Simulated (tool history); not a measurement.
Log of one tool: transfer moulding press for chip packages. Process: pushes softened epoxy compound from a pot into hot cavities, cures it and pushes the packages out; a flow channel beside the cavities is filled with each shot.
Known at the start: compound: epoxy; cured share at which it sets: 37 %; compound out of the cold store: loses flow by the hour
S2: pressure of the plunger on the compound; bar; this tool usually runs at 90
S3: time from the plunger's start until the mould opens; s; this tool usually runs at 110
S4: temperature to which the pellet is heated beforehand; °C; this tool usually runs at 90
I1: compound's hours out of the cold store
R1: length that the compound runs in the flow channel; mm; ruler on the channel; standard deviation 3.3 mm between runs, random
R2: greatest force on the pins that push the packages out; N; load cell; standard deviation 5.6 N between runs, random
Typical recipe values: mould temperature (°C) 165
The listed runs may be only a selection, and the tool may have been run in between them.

run 1 day=0 | mould_temperature_(°C)=165 S2=90 S3=110 S4=90 | I1=24.6 | R1=567 R2=321
run 2 day=0.262 | mould_temperature_(°C)=165 S2=90 S3=110 S4=90 | I1=23.4 | R1=567 R2=323
run 3 day=0.567 | mould_temperature_(°C)=165 S2=90 S3=110 S4=90 | I1=27.3 | R1=558 R2=312
run 4 day=0.979 | mould_temperature_(°C)=165 S2=90 S3=110 S4=90 | I1=47.1 | R1=515 R2=324
run 5 day=1.296 | mould_temperature_(°C)=165 S2=90 S3=110 S4=90 | I1=23.5 | R1=565 R2=336
-- day=1.379 cavities cleaned with cleaning compound and waxed
run 6 day=1.592 | mould_temperature_(°C)=165 S2=90 S3=110 S4=90 | I1=28 | R1=557 R2=201
run 7 day=1.95 | mould_temperature_(°C)=165 S2=90 S3=110 S4=90 | I1=30.4 | R1=550 R2=211
run 8 day=2.229 | mould_temperature_(°C)=165 S2=90 S3=110 S4=90 | I1=44.5 | R1=516 R2=226
run 9 day=2.529 | mould_temperature_(°C)=165 S2=90 S3=110 S4=90 | I1=44.5 | R1=512 R2=237
run 10 day=2.858 | mould_temperature_(°C)=165 S2=90 S3=110 S4=90 | I1=15 | R1=588 R2=248
run 11 day=3.183 | mould_temperature_(°C)=165 S2=90 S3=110 S4=90 | I1=17.1 | R1=582 R2=271
run 12 day=3.562 | mould_temperature_(°C)=165 S2=90 S3=110 S4=90 | I1=11.8 | R1=598 R2=271
run 13 day=3.858 | mould_temperature_(°C)=165 S2=90 S3=110 S4=90 | I1=30.3 | R1=551 R2=265
run 14 day=4.058 | mould_temperature_(°C)=170 S2=90 S3=110 S4=90 | I1=23.8 | R1=548 R2=241
run 15 day=4.321 | mould_temperature_(°C)=170 S2=76.9 S3=110 S4=90 | I1=12.5 | R1=530 R2=244
run 16 day=4.542 | mould_temperature_(°C)=172 S2=70.3 S3=97 S4=91 | I1=23.1 | R1=482 R2=261
run 17 day=4.838 | mould_temperature_(°C)=165 S2=89 S3=135 S4=83 | I1=30.2 | R1=548 R2=263
run 18 day=5.129 | mould_temperature_(°C)=165 S2=90 S3=110 S4=95 | I1=25.3 | R1=559 R2=286
run 19 day=5.546 | mould_temperature_(°C)=168 S2=90 S3=110 S4=95 | I1=40.5 | R1=509 R2=286
run 20 day=5.975 | mould_temperature_(°C)=168 S2=90 S3=110 S4=95 | I1=22.6 | R1=559 R2=281
run 21 day=6.371 | mould_temperature_(°C)=168 S2=90 S3=110 S4=95 | I1=33 | R1=534 R2=274
run 22 day=6.838 | mould_temperature_(°C)=169 S2=109.8 S3=95 S4=91 | I1=28.7 | R1=599 R2=323
run 23 day=7.108 | mould_temperature_(°C)=169 S2=109.8 S3=95 S4=91 | I1=25.7 | R1=601 R2=323
run 24 day=7.379 | mould_temperature_(°C)=165 S2=87.9 S3=99 S4=94 | I1=26.9 | R1=542 R2=348
run 25 day=7.721 | mould_temperature_(°C)=165 S2=104.4 S3=107 S4=85 | I1=13.9 | R1=634 R2=345
run 26 day=7.992 | mould_temperature_(°C)=165 S2=92.4 S3=133 S4=90 | I1=20.9 | R1=583 R2=290
-- day=8.138 cavities cleaned with cleaning compound and waxed
run 27 day=8.371 | mould_temperature_(°C)=165 S2=92.4 S3=133 S4=90 | I1=13 | R1=606 R2=175
run 28 day=8.812 | mould_temperature_(°C)=164 S2=90 S3=105 S4=90 | I1=26.8 | R1=561 R2=255
run 29 day=9.2 | mould_temperature_(°C)=162 S2=90 S3=100 S4=88 | I1=41.5 | R1=526 R2=310

Some steps in R1, run to run, broken into two amounts with sign: the step expected even without the hidden condition (settings, incoming material, random variation), and the rest, left for the hidden condition together with whatever gauge scatter is not in both the measured and the hidden-condition-free result:
Hidden conditions of the tool in this case: true mould temperature over the reading, C; pressure that reaches the compound, % of what is set; grip of the stained cavities, % over clean ones'; drift of the gauge itself on flow_mm, %; drift of the gauge itself on push_out_n, %.
Run 9 -> 10: no setting changed, nothing entered. R1 +76 mm: hidden state -2, all else +78.
Run 24 -> 25: S2 87.9 -> 104.4, S3 99 -> 107, S4 94 -> 85. R1 +92 mm: hidden state -3, all else +95.

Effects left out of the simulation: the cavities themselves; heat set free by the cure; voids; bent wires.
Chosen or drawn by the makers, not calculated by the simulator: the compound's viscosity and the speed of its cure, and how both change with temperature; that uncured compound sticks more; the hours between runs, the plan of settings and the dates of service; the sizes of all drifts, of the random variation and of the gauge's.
